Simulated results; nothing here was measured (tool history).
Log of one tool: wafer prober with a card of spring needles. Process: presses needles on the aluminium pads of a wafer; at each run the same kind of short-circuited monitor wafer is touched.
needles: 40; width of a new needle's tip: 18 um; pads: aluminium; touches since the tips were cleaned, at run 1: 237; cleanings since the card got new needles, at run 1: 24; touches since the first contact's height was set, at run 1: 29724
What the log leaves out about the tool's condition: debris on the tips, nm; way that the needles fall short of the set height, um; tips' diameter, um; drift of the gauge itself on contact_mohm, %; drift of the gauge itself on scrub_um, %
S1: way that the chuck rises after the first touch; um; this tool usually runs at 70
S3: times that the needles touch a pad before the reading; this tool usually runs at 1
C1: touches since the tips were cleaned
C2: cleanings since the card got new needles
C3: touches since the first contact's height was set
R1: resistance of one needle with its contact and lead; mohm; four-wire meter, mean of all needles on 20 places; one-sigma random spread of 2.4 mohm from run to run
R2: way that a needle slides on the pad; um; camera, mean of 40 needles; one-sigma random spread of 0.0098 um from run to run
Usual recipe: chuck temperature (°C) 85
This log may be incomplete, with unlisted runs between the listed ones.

Run 1, hour 0.0: usual settings; C1 237; C2 24; C3 29724. Result: R1 276 mohm, R2 16.625 um.
Run 2, hour 6.0: usual settings but S1 50 um; C1 2133; C2 24; C3 31620. Result: R1 284 mohm, R2 11.878 um.
At hour 15.3: tips cleaned on abrasive film.
Run 3, hour 17.7: usual settings but chuck temperature (°C) 29; C1 764; C2 25; C3 35271. Result: R1 257 mohm, R2 16.616 um.
Run 4, hour 24.8: usual settings but chuck temperature (°C) 29; C1 3007; C2 25; C3 37514. Result: R1 260 mohm, R2 16.608 um.
Run 5, hour 30.7: usual settings but chuck temperature (°C) 29; C1 4868; C2 25; C3 39375. Result: R1 256 mohm, R2 16.612 um.
At hour 31.6: tips cleaned on abrasive film.
Run 6, hour 39.8: usual settings but chuck temperature (°C) 29; C1 2583; C2 26; C3 42211. Result: R1 258 mohm, R2 16.629 um.
At hour 47.5: tips cleaned on abrasive film.
Run 7, hour 47.8: usual settings but chuck temperature (°C) 29; C1 99; C2 27; C3 44709. Result: R1 259 mohm, R2 16.596 um.
Run 8, hour 57.1: usual settings but chuck temperature (°C) 29; C1 3051; C2 27; C3 47661. Result: R1 258 mohm, R2 16.607 um.
At hour 63.1: tips cleaned on abrasive film.
Run 9, hour 68.6: usual settings but chuck temperature (°C) 29, S3 3; C1 1726; C2 28; C3 51251. Result: R1 256 mohm, R2 16.596 um.
Run 10, hour 75.7: usual settings but chuck temperature (°C) 29, S3 3; C1 3977; C2 28; C3 53502. Result: R1 259 mohm, R2 16.616 um.
At hour 79.1: tips cleaned on abrasive film.
Run 11, hour 85.2: usual settings but chuck temperature (°C) 29, S3 3; C1 1897; C2 29; C3 56444. Result: R1 262 mohm, R2 16.603 um.
At hour 95.5: tips cleaned on abrasive film.
Run 12, hour 98.8: usual settings but chuck temperature (°C) 29, S3 3; C1 1036; C2 30; C3 60723. Result: R1 256 mohm, R2 16.614 um.
Run 13, hour 105.1: usual settings but chuck temperature (°C) 29, S3 3; C1 3020; C2 30; C3 62707. Result: R1 257 mohm, R2 16.609 um.
At hour 111.6: tips cleaned on abrasive film.
Run 14, hour 116.6: usual settings but S1 67 um, S3 3; C1 1582; C2 31; C3 66295. Result: R1 274 mohm, R2 15.900 um.
Run 15, hour 126.8: usual settings but S1 74 um, chuck temperature (°C) 71, S3 2; C1 4821; C2 31; C3 69534. Result: R1 270 mohm, R2 17.568 um.
At hour 128.2: tips cleaned on abrasive film.
Run 16, hour 140.7: usual settings but S1 79 um, chuck temperature (°C) 71, S3 2; C1 3947; C2 32; C3 73884. Result: R1 271 mohm, R2 18.740 um.
At hour 145.0: tips cleaned on abrasive film.
Run 17, hour 153.2: usual settings but S1 54 um; C1 2581; C2 33; C3 77792. Result: R1 282 mohm, R2 12.819 um.
At hour 161.2: tips cleaned on abrasive film.
Run 18, hour 161.2: usual settings but S1 57 um, chuck temperature (°C) 38, S3 2; C1 0; C2 34; C3 80272. Result: R1 264 mohm, R2 13.512 um.
Run 19, hour 171.6: usual settings but S1 90 um, chuck temperature (°C) 45, S3 2; C1 3289; C2 34; C3 83561. Result: R1 260 mohm, R2 21.356 um.
At hour 177.4: tips cleaned on abrasive film.
Run 20, hour 183.2: usual settings but S1 72 um, chuck temperature (°C) 45; C1 1837; C2 35; C3 87200. Result: R1 262 mohm, R2 17.086 um.
Run 21, hour 189.6: usual settings but S1 72 um, chuck temperature (°C) 45; C1 3861; C2 35; C3 89224. Result: R1 261 mohm, R2 17.089 um.
At hour 193.2: tips cleaned on abrasive film.
Run 22, hour 196.9: usual settings but S1 55 um, chuck temperature (°C) 83; C1 1171; C2 36; C3 91495. Result: R1 278 mohm, R2 13.061 um.
Run 23, hour 205.4: usual settings but S1 62 um, chuck temperature (°C) 83, S3 2; C1 3849; C2 36; C3 94173. Result: R1 276 mohm, R2 14.721 um.
At hour 209.2: tips cleaned on abrasive film.
Run 24, hour 213.3: usual settings but chuck temperature (°C) 62; C1 1300; C2 37; C3 96645. Result: R1 269 mohm, R2 16.599 um.
At hour 225.1: tips cleaned on abrasive film.
Run 25, hour 226.9: usual settings but chuck temperature (°C) 124; C1 564; C2 38; C3 100893. Result: R1 288 mohm, R2 16.622 um.
At hour 240.6: height of the first contact set anew.
Run 26, hour 240.6: usual settings but S1 61 um, chuck temperature (°C) 34; C1 4792; C2 38; C3 0. Result: R1 263 mohm, R2 14.490 um.

Branching from run 26: 3 alternative next runs. What would each branch give?
At hour 241.6: tips cleaned on abrasive film.
Run A, hour 247.8: usual settings but chuck temperature (°C) 55; C1 1956; C2 39; C3 2239. Result: R1 ?, R2 ?.
At hour 241.6: tips cleaned on abrasive film.
Run B, hour 247.8: usual settings but S1 81 um, S3 3; C1 1956; C2 39; C3 2239. Result: R1 ?, R2 ?.
At hour 241.6: tips cleaned on abrasive film.
Run C, hour 247.8: usual settings but chuck temperature (°C) 72; C1 1956; C2 39; C3 2239. Result: R1 ?, R2 ?.

run   R1      R2
  A  264  16.610
  B  269  19.216
  C  275  16.619
The same runs, with their run-to-run variation unchanged, on a tool lacking any hidden condition would have given:
run   R1      R2
  A  263  16.610
  B  269  19.216
  C  274  16.619
